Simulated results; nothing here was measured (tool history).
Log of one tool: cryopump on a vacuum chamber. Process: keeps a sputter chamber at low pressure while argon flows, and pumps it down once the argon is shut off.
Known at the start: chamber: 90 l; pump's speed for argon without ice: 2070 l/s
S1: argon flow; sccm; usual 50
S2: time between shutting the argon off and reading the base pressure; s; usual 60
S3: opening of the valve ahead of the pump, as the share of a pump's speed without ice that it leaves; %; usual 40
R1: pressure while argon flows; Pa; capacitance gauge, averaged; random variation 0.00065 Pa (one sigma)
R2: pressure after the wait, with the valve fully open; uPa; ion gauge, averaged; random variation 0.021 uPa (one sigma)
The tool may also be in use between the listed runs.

run 1 hour=0 | S1=50 S2=60 S3=40 | R1=0.1107 R2=2.66
run 2 hour=11.2 | S1=50 S2=51 S3=40 | R1=0.1111 R2=2.8
run 3 hour=19.2 | S1=50 S2=51 S3=40 | R1=0.1114 R2=2.84
run 4 hour=34.7 | S1=50 S2=51 S3=40 | R1=0.1114 R2=2.84
-- hour=44.2 leaking fittings of the chamber tightened, without venting
run 5 hour=49 | S1=50 S2=51 S3=40 | R1=0.1124 R2=0.62
run 6 hour=63.1 | S1=50 S2=60 S3=40 | R1=0.1118 R2=0.53
run 7 hour=74.1 | S1=50 S2=251 S3=40 | R1=0.1132 R2=0.28
run 8 hour=81.2 | S1=50 S2=251 S3=40 | R1=0.1129 R2=0.3
run 9 hour=89.7 | S1=50 S2=60 S3=40 | R1=0.1136 R2=0.55
run 10 hour=103.7 | S1=50 S2=60 S3=40 | R1=0.1126 R2=0.56
run 11 hour=115.8 | S1=50 S2=60 S3=32 | R1=0.1379 R2=0.59
run 12 hour=125.6 | S1=50 S2=60 S3=32 | R1=0.1389 R2=0.57
run 13 hour=132.4 | S1=29 S2=60 S3=25 | R1=0.1022 R2=0.6
run 14 hour=141.5 | S1=32 S2=153 S3=44 | R1=0.0666 R2=0.41
run 15 hour=152.4 | S1=40 S2=108 S3=20 | R1=0.172 R2=0.46
run 16 hour=161.6 | S1=58 S2=60 S3=40 | R1=0.1317 R2=0.63
run 17 hour=169.2 | S1=80 S2=37 S3=20 | R1=0.3458 R2=0.88
run 18 hour=182.8 | S1=38 S2=60 S3=29 | R1=0.116 R2=0.63
run 19 hour=195.1 | S1=38 S2=60 S3=29 | R1=0.1168 R2=0.65
run 20 hour=208.4 | S1=50 S2=68 S3=31 | R1=0.1445 R2=0.61
run 21 hour=221.1 | S1=50 S2=68 S3=31 | R1=0.1426 R2=0.63
run 22 hour=231.6 | S1=50 S2=68 S3=31 | R1=0.1434 R2=0.62

Forecast each of these 5 alternatives for the next run:
run A hour=244.5 | S1=68 S2=60 S3=40 | R1=? R2=?
run B hour=244.5 | S1=69 S2=54 S3=40 | R1=? R2=?
run C hour=244.5 | S1=36 S2=274 S3=34 | R1=? R2=?
run D hour=244.5 | S1=44 S2=29 S3=43 | R1=? R2=?
run E hour=244.5 | S1=49 S2=28 S3=40 | R1=? R2=?

run=A R1=0.1563 R2=0.63
run=B R1=0.159 R2=0.67
run=C R1=0.0962 R2=0.38
run=D R1=0.0962 R2=1.04
run=E R1=0.1125 R2=1.12
Without the tool's hidden state the same runs would have given:
run=A R1=0.1383 R2=0.45
run=B R1=0.1408 R2=0.5
run=C R1=0.0867 R2=0.2
run=D R1=0.0846 R2=0.87
run=E R1=0.0995 R2=0.94
